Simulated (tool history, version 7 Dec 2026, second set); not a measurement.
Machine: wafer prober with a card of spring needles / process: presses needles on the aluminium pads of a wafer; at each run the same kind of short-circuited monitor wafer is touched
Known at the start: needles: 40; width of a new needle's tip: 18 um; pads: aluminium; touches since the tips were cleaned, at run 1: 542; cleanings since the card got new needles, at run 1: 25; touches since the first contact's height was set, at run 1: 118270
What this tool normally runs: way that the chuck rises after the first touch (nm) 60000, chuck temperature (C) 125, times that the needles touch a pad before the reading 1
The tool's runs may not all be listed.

run	hour	way that the chuck rises after the first touch (nm)	chuck temperature (C)	times that the needles touch a pad before the reading	touches since the tips were cleaned	cleanings since the card got new needles	touches since the first contact's height was set	resistance of one needle with its contact and lead (mohm)	way that a needle slides on the pad (nm)
1	0	60000	125	1	542	25	118270	135	9710
# hour 7.3: tips cleaned on abrasive film
2	8.4	60000	125	1	579	26	122869	138	9700
# hour 16.3: tips cleaned on abrasive film
3	19.3	60000	125	1	1645	27	128890	152	9620
# hour 24.3: tips cleaned on abrasive film
# hour 33.3: tips cleaned on abrasive film
4	33.3	60000	125	1	0	29	136619	122	9670
# hour 41.1: tips cleaned on abrasive film
# hour 45.6: height of the first contact set anew
5	47.4	42000	125	1	3350	30	973	220	7040
# hour 49.1: tips cleaned on abrasive film
6	55.8	42000	125	1	3723	31	5615	227	7030
# hour 57: tips cleaned on abrasive film
7	63.9	60000	125	1	3872	32	10065	174	9930
# hour 65.8: tips cleaned on abrasive film
# hour 73.9: tips cleaned on abrasive film
# hour 81.6: tips cleaned on abrasive film
8	81.6	60000	118	1	0	35	19787	119	9860
# hour 89.5: tips cleaned on abrasive film
# hour 97.3: tips cleaned on abrasive film
9	98.6	60000	118	1	735	37	29126	142	9850
# hour 105.2: tips cleaned on abrasive film
10	109.1	60000	118	1	2174	38	34946	158	9870
# hour 113.1: tips cleaned on abrasive film
11	117.7	60000	125	1	2561	39	39647	167	9870
# hour 121.6: tips cleaned on abrasive film
# hour 130.1: tips cleaned on abrasive film
12	135.9	61000	125	1	3256	41	49718	166	10010
# hour 138.7: tips cleaned on abrasive film
# hour 146.9: tips cleaned on abrasive film
13	149.5	61000	125	1	1417	43	57146	149	10010
# hour 155.5: tips cleaned on abrasive film
# hour 163.8: tips cleaned on abrasive film
14	165.3	61000	125	1	815	45	65836	135	9960
# hour 172.2: tips cleaned on abrasive film
# hour 180: tips cleaned on abrasive film
15	182.3	60000	125	1	1282	47	75200	145	9780
# hour 188: tips cleaned on abrasive film
# hour 196.4: tips cleaned on abrasive film
16	196.4	60000	125	1	9	49	82992	122	9770
# hour 205.2: tips cleaned on abrasive film
17	211	60000	125	1	3235	50	91040	174	9730
# hour 213.7: tips cleaned on abrasive film
# hour 222.3: tips cleaned on abrasive film
18	225	60000	125	1	1458	52	98720	157	9730
# hour 230.2: tips cleaned on abrasive film
# hour 237.9: tips cleaned on abrasive film
19	237.9	60000	125	1	0	54	105819	122	9700
# hour 246: tips cleaned on abrasive film
# hour 255.2: tips cleaned on abrasive film
20	256.3	55000	50	1	629	56	115983	133	8860
# hour 264: tips cleaned on abrasive film
21	267	60000	27	2	1651	57	121862	135	9690
# hour 273.1: tips cleaned on abrasive film
22	279	54000	40	2	3289	58	128523	153	8650
# hour 281.1: tips cleaned on abrasive film
# hour 289.3: tips cleaned on abrasive film
23	296	54000	40	2	3755	60	137881	167	8620
# hour 297.6: tips cleaned on abrasive film
# hour 306.1: tips cleaned on abrasive film
# hour 306.4: height of the first contact set anew
24	307.1	54000	111	1	378	62	378	133	9000
# hour 315.5: tips cleaned on abrasive film
# hour 323.6: tips cleaned on abrasive film
25	323.8	55000	60	1	100	64	9559	116	9130
# hour 331.6: tips cleaned on abrasive film
26	337.4	80000	33	1	3200	65	17065	137	13220
# hour 340.4: tips cleaned on abrasive film
# hour 348.7: tips cleaned on abrasive film
27	355.4	60000	75	2	3737	67	26986	151	9940
# hour 356.7: tips cleaned on abrasive film
# hour 364.8: tips cleaned on abrasive film
28	369.3	41000	42	2	2529	69	34643	175	6770
# hour 372.6: tips cleaned on abrasive film
# hour 380.8: tips cleaned on abrasive film
29	382.4	60000	84	2	917	71	41853	125	9880
# hour 388.6: tips cleaned on abrasive film
# hour 397.2: tips cleaned on abrasive film
30	397.2	64000	125	1	0	73	49995	122	10530
# hour 405.1: tips cleaned on abrasive film
31	409.8	45000	51	1	2664	74	56954	208	7390
# hour 413: tips cleaned on abrasive film
32	419.3	43000	33	1	3486	75	62174	240	7010

3 options for the next run, each taken on its own from the tool as it stands now. Forecast them:
# hour 421: tips cleaned on abrasive film
# hour 429.8: tips cleaned on abrasive film
A	437.4	48000	33	2	4223	77	72161	?	?
# hour 421: tips cleaned on abrasive film
# hour 429.8: tips cleaned on abrasive film
B	437.4	43000	33	1	4223	77	72161	?	?
# hour 421: tips cleaned on abrasive film
# hour 429.8: tips cleaned on abrasive film
C	437.4	60000	125	1	4223	77	72161	?	?

run	resistance of one needle with its contact and lead (mohm)	way that a needle slides on the pad (nm)
A	180	7800
B	251	6970
C	186	9810
With the hidden condition removed and each run's random variation left untouched, the same runs would have given:
run	resistance of one needle with its contact and lead (mohm)	way that a needle slides on the pad (nm)
A	108	7980
B	107	7150
C	117	10000

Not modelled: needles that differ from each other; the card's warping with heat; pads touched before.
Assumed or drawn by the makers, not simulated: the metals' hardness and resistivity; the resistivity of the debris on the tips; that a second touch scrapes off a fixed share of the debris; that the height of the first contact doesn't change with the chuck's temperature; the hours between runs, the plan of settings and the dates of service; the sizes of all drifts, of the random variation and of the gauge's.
